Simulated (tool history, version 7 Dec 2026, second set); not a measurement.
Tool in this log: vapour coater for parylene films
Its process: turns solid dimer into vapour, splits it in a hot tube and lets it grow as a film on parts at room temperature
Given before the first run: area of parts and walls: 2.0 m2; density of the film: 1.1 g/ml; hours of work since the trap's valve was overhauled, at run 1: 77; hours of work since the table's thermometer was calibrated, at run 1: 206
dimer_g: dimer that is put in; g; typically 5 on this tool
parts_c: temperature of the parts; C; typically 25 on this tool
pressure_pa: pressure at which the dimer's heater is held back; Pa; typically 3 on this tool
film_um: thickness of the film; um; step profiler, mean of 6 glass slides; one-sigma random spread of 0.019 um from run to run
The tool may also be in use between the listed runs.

run	hour	dimer_g	parts_c	pressure_pa	hours of work since the trap's valve was overhauled	hours of work since the table's thermometer was calibrated	film_um
1	0	5	25	3	77	206	1.3
2	27.3	5	25	3	100	230	1.29
3	62.6	5	25	3	131	261	1.28
4	101.5	5	25	3	165	295	1.28
5	130.6	5	25	3	191	320	1.23
6	171.9	5	25	3	227	357	1.19
7	208.8	5	25	3.69	260	389	1.16
8	236	5	25	3.69	283	413	1.16
9	259.6	5	25	3.69	304	434	1.11
10	299.8	3	25	3	339	469	0.71
# hour 324.7: trap's valve overhauled
11	333	8	25	3	7	494	2.15
12	367.6	2	25	3	38	525	0.52
13	393.3	5	25	7.18	60	547	1.18
14	436.4	5	25	7.18	98	585	1.18
15	469.5	4	31	7.18	127	614	0.8
16	497.9	5	28	7.32	152	639	1.03
17	541.4	5	28	2.66	190	677	1.15
18	571.6	2	25	6.43	217	704	0.44
19	611.9	2	25	6.43	252	739	0.43
20	641.9	4	28	8.5	278	765	0.74
21	670.9	6	23	3.22	304	791	1.47
22	719.6	6	29	11.36	346	833	1.09
# hour 734.8: trap's valve overhauled
23	745.9	5	17	6.3	10	853	1.49

Consider 5 possible next runs. They are alternatives, not a sequence: every one starts from the tool as it was left by run 23. What does each give?
A	789.9	2	26	3.11	48	892	?
B	789.9	8	25	2.36	48	892	?
C	789.9	5	17	6.63	48	892	?
D	789.9	5	25	11.15	48	892	?
E	789.9	2	21	10.48	48	892	?

run	film_um
A	0.51
B	2.16
C	1.45
D	1.14
E	0.49
With no hidden state in the tool, these same runs would have given:
run	film_um
A	0.53
B	2.22
C	1.5
D	1.17
E	0.5
